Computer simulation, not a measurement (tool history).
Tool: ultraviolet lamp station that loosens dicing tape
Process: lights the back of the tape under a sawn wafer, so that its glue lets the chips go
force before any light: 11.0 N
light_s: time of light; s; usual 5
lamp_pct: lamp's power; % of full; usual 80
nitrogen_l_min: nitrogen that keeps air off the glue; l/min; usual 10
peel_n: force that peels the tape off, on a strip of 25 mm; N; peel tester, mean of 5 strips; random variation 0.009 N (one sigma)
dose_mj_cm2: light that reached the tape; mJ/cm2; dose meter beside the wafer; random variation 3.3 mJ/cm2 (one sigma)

Run 1, hour 0: usual settings. Result: peel_n 0.372 N, dose_mj_cm2 528 mJ/cm2.
Run 2, hour 16.2: usual settings but nitrogen_l_min 4 l/min. Result: peel_n 0.798 N, dose_mj_cm2 520 mJ/cm2.
Run 3, hour 28.4: usual settings but lamp_pct 71 % of full. Result: peel_n 0.47 N, dose_mj_cm2 467 mJ/cm2.
Run 4, hour 40.2: usual settings but lamp_pct 71 % of full. Result: peel_n 0.483 N, dose_mj_cm2 468 mJ/cm2.
Run 5, hour 47.8: usual settings but lamp_pct 71 % of full. Result: peel_n 0.466 N, dose_mj_cm2 463 mJ/cm2.
Run 6, hour 57.8: usual settings but lamp_pct 71 % of full. Result: peel_n 0.471 N, dose_mj_cm2 465 mJ/cm2.
Run 7, hour 70.8: usual settings. Result: peel_n 0.389 N, dose_mj_cm2 525 mJ/cm2.
Run 8, hour 81.5: usual settings. Result: peel_n 0.378 N, dose_mj_cm2 527 mJ/cm2.
Run 9, hour 89.9: usual settings. Result: peel_n 0.375 N, dose_mj_cm2 526 mJ/cm2.
Run 10, hour 106.4: usual settings. Result: peel_n 0.384 N, dose_mj_cm2 522 mJ/cm2.
Run 11, hour 115: usual settings. Result: peel_n 0.346 N, dose_mj_cm2 528 mJ/cm2.
Run 12, hour 128.9: usual settings. Result: peel_n 0.375 N, dose_mj_cm2 522 mJ/cm2.
Run 13, hour 138.6: usual settings. Result: peel_n 0.368 N, dose_mj_cm2 522 mJ/cm2.
Run 14, hour 147.2: usual settings. Result: peel_n 0.379 N, dose_mj_cm2 520 mJ/cm2.
Run 15, hour 160.6: usual settings but light_s 4 s, lamp_pct 64 % of full. Result: peel_n 0.954 N, dose_mj_cm2 331 mJ/cm2.
Run 16, hour 172.7: usual settings but light_s 4 s, lamp_pct 64 % of full. Result: peel_n 0.945 N, dose_mj_cm2 338 mJ/cm2.
Run 17, hour 180.7: usual settings but light_s 8 s, lamp_pct 76 % of full, nitrogen_l_min 5 l/min. Result: peel_n 0.307 N, dose_mj_cm2 797 mJ/cm2.
Run 18, hour 195.1: usual settings but light_s 10 s, lamp_pct 70 % of full, nitrogen_l_min 6 l/min. Result: peel_n 0.254 N, dose_mj_cm2 914 mJ/cm2.
Run 19, hour 204: usual settings but lamp_pct 64 % of full. Result: peel_n 0.614 N, dose_mj_cm2 419 mJ/cm2.
Run 20, hour 212.8: usual settings but nitrogen_l_min 3 l/min. Result: peel_n 1.004 N, dose_mj_cm2 525 mJ/cm2.
Run 21, hour 224.9: usual settings but light_s 7 s, lamp_pct 88 % of full, nitrogen_l_min 7 l/min. Result: peel_n 0.247 N, dose_mj_cm2 807 mJ/cm2.
Run 22, hour 235.3: usual settings but light_s 7 s, lamp_pct 88 % of full, nitrogen_l_min 7 l/min. Result: peel_n 0.262 N, dose_mj_cm2 799 mJ/cm2.
Run 23, hour 243.1: usual settings but light_s 7 s, lamp_pct 88 % of full, nitrogen_l_min 7 l/min. Result: peel_n 0.267 N, dose_mj_cm2 812 mJ/cm2.
Run 24, hour 251.1: usual settings but light_s 4 s, lamp_pct 67 % of full. Result: peel_n 0.823 N, dose_mj_cm2 350 mJ/cm2.

Forecast run 25:
Run 25, hour 260.7: usual settings but light_s 4 s, lamp_pct 95 % of full, nitrogen_l_min 12 l/min. Result: peel_n ?, dose_mj_cm2 ?.

peel_n: 0.388 N
dose_mj_cm2: 493 mJ/cm2
Without the tool's hidden state the same run would have given peel_n 0.387 N, dose_mj_cm2 493 mJ/cm2.

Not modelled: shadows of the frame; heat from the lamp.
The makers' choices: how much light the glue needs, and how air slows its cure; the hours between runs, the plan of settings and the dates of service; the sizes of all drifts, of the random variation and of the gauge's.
